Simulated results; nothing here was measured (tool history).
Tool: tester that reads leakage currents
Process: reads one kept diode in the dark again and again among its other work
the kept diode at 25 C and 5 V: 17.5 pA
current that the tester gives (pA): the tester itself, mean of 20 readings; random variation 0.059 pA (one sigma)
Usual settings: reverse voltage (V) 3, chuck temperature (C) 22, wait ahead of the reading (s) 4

run     day  reverse voltage (V)  chuck temperature (C)  wait ahead of the reading (s)  current that the tester gives (pA)
  1       0                    3                     22                              4                               15.23
  2   5.904                 1.63                     22                              4                               10.21
      9.879  -- chuck's temperature calibrated
  3  11.675                 1.63                     22                              4                               10.42
  4  17.838                 1.63                     22                              4                                10.7
      20.25  -- chuck's temperature calibrated, once more
  5  23.225                    3                     22                              4                               16.29
  6  27.329                    3                     22                              4                               16.56
  7  31.025                    3                     22                           3.14                                  17
     35.338  -- probe card cleaned and baked
  8  35.425                 8.31                     22                              4                               19.07
  9  37.979                 8.31                     22                              4                               19.58
 10  42.192                 5.56                     22                           1.57                               16.39
 11  46.842                 3.12                     22                           1.57                               11.83
 12  49.838                 3.12                     22                           1.57                               12.03
 13  55.712                    3                     56                           2.67                              168.36
 14  58.554                    3                     56                           2.67                              169.14
 15  62.346                12.14                     59                              4                              481.65
 16  66.871                 6.64                     52                           1.84                               204.3
 17  71.929                 1.32                     22                              4                                7.55

5 ways to go on from here, each from the tool as it stands after run 17. What would each give?
  A  76.121                 1.32                     22                           0.43                                   ?
  B  76.121                 1.65                     22                           0.43                                   ?
  C  76.121                 1.11                     37                           0.85                                   ?
  D  76.121                15.23                     43                           1.74                                   ?
  E  76.121                 3.82                     28                           8.26                                   ?

run  current that the tester gives (pA)
  A                                8.36
  B                                9.65
  C                                22.5
  D                               178.6
  E                               24.09
Without the tool's hidden state the same runs would have given:
run  current that the tester gives (pA)
  A                                6.83
  B                                7.78
  C                               20.63
  D                              158.14
  E                               19.65
